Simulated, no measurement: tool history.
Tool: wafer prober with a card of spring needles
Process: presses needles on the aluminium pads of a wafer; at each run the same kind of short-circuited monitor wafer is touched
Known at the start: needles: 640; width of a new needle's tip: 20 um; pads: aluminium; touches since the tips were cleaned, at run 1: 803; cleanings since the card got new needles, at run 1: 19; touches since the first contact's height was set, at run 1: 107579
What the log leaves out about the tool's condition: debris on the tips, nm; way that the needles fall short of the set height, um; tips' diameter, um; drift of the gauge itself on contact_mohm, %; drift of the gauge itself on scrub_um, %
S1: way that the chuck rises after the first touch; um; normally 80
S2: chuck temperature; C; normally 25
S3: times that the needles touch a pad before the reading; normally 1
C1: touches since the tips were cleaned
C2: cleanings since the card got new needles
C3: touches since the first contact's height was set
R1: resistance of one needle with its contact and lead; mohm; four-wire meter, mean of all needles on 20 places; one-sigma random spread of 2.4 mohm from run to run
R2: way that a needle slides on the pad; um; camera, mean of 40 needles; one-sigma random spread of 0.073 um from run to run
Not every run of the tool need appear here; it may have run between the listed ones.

| run | hour | S1 | S2 | S3 | C1 | C2 | C3 | R1 | R2 |
|---|---|---|---|---|---|---|---|---|---|
| 1 | 0.0 | 80 | 25 | 1 | 803 | 19 | 107579 | 298 | 17.23 |
| 2 | 7.2 | 80 | 25 | 1 | 2287 | 19 | 109063 | 332 | 17.15 |
| 3 | 18.9 | 80 | 106 | 1 | 4714 | 19 | 111490 | 382 | 17.19 |
|  | 20.5 | tips cleaned on abrasive film |
| 4 | 31.4 | 80 | 106 | 1 | 2267 | 20 | 114072 | 350 | 17.19 |
| 5 | 43.8 | 80 | 106 | 1 | 4845 | 20 | 116650 | 385 | 17.21 |
|  | 44.9 | tips cleaned on abrasive film |
| 6 | 60.5 | 80 | 25 | 1 | 3224 | 21 | 120082 | 356 | 17.18 |
|  | 69.3 | tips cleaned on abrasive film |
| 7 | 70.0 | 80 | 25 | 1 | 141 | 22 | 122030 | 283 | 17.11 |
| 8 | 80.2 | 80 | 25 | 1 | 2262 | 22 | 124151 | 334 | 17.05 |
|  | 93.9 | tips cleaned on abrasive film |
| 9 | 96.2 | 80 | 25 | 1 | 484 | 23 | 127451 | 290 | 17.15 |
| 10 | 106.7 | 80 | 25 | 1 | 2655 | 23 | 129622 | 341 | 17.07 |
|  | 118.3 | tips cleaned on abrasive film |
| 11 | 122.0 | 80 | 25 | 1 | 768 | 24 | 132767 | 300 | 16.92 |
| 12 | 138.3 | 80 | 121 | 1 | 4154 | 24 | 136153 | 377 | 17.04 |
|  | 143.3 | tips cleaned on abrasive film |
| 13 | 147.6 | 80 | 102 | 1 | 892 | 25 | 138071 | 326 | 16.99 |
| 14 | 155.0 | 99 | 102 | 1 | 2424 | 25 | 139603 | 329 | 21.19 |
| 15 | 164.2 | 99 | 102 | 1 | 4318 | 25 | 141497 | 350 | 21.32 |
|  | 168.3 | tips cleaned on abrasive film |
| 16 | 175.2 | 99 | 102 | 1 | 1428 | 26 | 143762 | 319 | 21.07 |
| 17 | 183.5 | 99 | 102 | 1 | 3143 | 26 | 145477 | 337 | 21.25 |
|  | 192.8 | tips cleaned on abrasive film |
| 18 | 198.8 | 86 | 25 | 1 | 1246 | 27 | 148630 | 303 | 18.27 |
| 19 | 211.2 | 86 | 25 | 1 | 3821 | 27 | 151205 | 349 | 18.21 |
|  | 218.0 | tips cleaned on abrasive film |
| 20 | 228.3 | 86 | 39 | 1 | 2151 | 28 | 154743 | 331 | 18.30 |
| 21 | 240.1 | 96 | 48 | 2 | 4589 | 28 | 157181 | 317 | 20.48 |
|  | 243.0 | tips cleaned on abrasive film |
| 22 | 255.0 | 96 | 104 | 2 | 2479 | 29 | 160244 | 322 | 20.40 |
| 23 | 265.8 | 96 | 104 | 2 | 4726 | 29 | 162491 | 330 | 20.45 |
|  | 268.5 | tips cleaned on abrasive film |
| 24 | 283.4 | 96 | 104 | 2 | 3078 | 30 | 166116 | 320 | 20.28 |

Run 25 comes next. What will it give?
|  | 293.3 | tips cleaned on abrasive film |
| 25 | 298.1 | 66 | 29 | 1 | 986 | 31 | 169137 | ? | ? |

R1: 327 mohm
R2: 13.76 um
On a tool with no hidden condition, and with the same random variation, this run would have come out at R1 270 mohm, R2 14.60 um.
